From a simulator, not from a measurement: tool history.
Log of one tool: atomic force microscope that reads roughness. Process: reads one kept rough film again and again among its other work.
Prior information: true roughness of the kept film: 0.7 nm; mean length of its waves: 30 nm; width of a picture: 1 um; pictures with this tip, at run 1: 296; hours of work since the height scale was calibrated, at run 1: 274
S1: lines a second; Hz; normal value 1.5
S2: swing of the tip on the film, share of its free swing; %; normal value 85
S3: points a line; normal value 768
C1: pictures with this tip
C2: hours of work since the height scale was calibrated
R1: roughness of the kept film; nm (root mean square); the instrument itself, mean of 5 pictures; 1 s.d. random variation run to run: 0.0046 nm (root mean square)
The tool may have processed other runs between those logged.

{"run": 1, "hour": 0.0, "S1": 1.5, "S2": 85, "S3": 768, "C1": 296, "C2": 274, "R1": 0.505}
{"hour": 22.9, "done": "new tip fitted"}
{"run": 2, "hour": 31.9, "S1": 1.5, "S2": 85, "S3": 469, "C1": 9, "C2": 290, "R1": 0.564}
{"run": 3, "hour": 50.9, "S1": 1.5, "S2": 63, "S3": 768, "C1": 27, "C2": 300, "R1": 0.627}
{"run": 4, "hour": 67.9, "S1": 1.5, "S2": 63, "S3": 768, "C1": 44, "C2": 309, "R1": 0.625}
{"run": 5, "hour": 96.7, "S1": 1.06, "S2": 85, "S3": 768, "C1": 72, "C2": 324, "R1": 0.577}
{"run": 6, "hour": 118.1, "S1": 1.06, "S2": 85, "S3": 768, "C1": 93, "C2": 336, "R1": 0.573}
{"run": 7, "hour": 138.9, "S1": 1.06, "S2": 85, "S3": 768, "C1": 114, "C2": 347, "R1": 0.567}
{"run": 8, "hour": 160.4, "S1": 1.36, "S2": 85, "S3": 768, "C1": 135, "C2": 358, "R1": 0.54}
{"run": 9, "hour": 188.6, "S1": 1.5, "S2": 85, "S3": 768, "C1": 163, "C2": 373, "R1": 0.529}
{"run": 10, "hour": 207.1, "S1": 1.5, "S2": 64, "S3": 768, "C1": 181, "C2": 383, "R1": 0.595}
{"run": 11, "hour": 234.6, "S1": 1.5, "S2": 85, "S3": 768, "C1": 208, "C2": 397, "R1": 0.529}
{"run": 12, "hour": 259.6, "S1": 1.5, "S2": 85, "S3": 768, "C1": 233, "C2": 410, "R1": 0.52}
{"run": 13, "hour": 297.4, "S1": 1.5, "S2": 85, "S3": 768, "C1": 270, "C2": 430, "R1": 0.514}
{"hour": 301.3, "done": "height scale calibrated on a step standard"}
{"run": 14, "hour": 329.7, "S1": 1.5, "S2": 85, "S3": 768, "C1": 301, "C2": 15, "R1": 0.508}
{"hour": 346.7, "done": "new tip fitted"}
{"run": 15, "hour": 365.8, "S1": 2.01, "S2": 73, "S3": 930, "C1": 19, "C2": 34, "R1": 0.59}
{"run": 16, "hour": 398.4, "S1": 1.5, "S2": 85, "S3": 504, "C1": 51, "C2": 51, "R1": 0.555}
{"hour": 421.7, "done": "height scale calibrated on a step standard, once more"}
{"run": 17, "hour": 430.8, "S1": 1.5, "S2": 57, "S3": 504, "C1": 82, "C2": 5, "R1": 0.628}
{"run": 18, "hour": 465.8, "S1": 1.5, "S2": 57, "S3": 504, "C1": 116, "C2": 23, "R1": 0.615}
{"run": 19, "hour": 499.2, "S1": 1.5, "S2": 57, "S3": 504, "C1": 149, "C2": 41, "R1": 0.617}
{"run": 20, "hour": 525.2, "S1": 1.5, "S2": 57, "S3": 592, "C1": 175, "C2": 55, "R1": 0.611}
{"run": 21, "hour": 542.0, "S1": 0.53, "S2": 67, "S3": 592, "C1": 191, "C2": 63, "R1": 0.629}

Below are 4 alternative next runs, each starting from the tool's condition after run 21. Predict each:
{"run": "A", "hour": 559.9, "S1": 1.52, "S2": 73, "S3": 409, "C1": 209, "C2": 73, "R1": "?"}
{"run": "B", "hour": 559.9, "S1": 2.81, "S2": 76, "S3": 773, "C1": 209, "C2": 73, "R1": "?"}
{"run": "C", "hour": 559.9, "S1": 1.5, "S2": 62, "S3": 768, "C1": 209, "C2": 73, "R1": "?"}
{"run": "D", "hour": 559.9, "S1": 1.5, "S2": 56, "S3": 721, "C1": 209, "C2": 73, "R1": "?"}

run=A R1=0.564
run=B R1=0.51
run=C R1=0.596
run=D R1=0.602
Stripped of hidden state, with their random variation kept, the same runs would have yielded:
run=A R1=0.604
run=B R1=0.545
run=C R1=0.638
run=D R1=0.644

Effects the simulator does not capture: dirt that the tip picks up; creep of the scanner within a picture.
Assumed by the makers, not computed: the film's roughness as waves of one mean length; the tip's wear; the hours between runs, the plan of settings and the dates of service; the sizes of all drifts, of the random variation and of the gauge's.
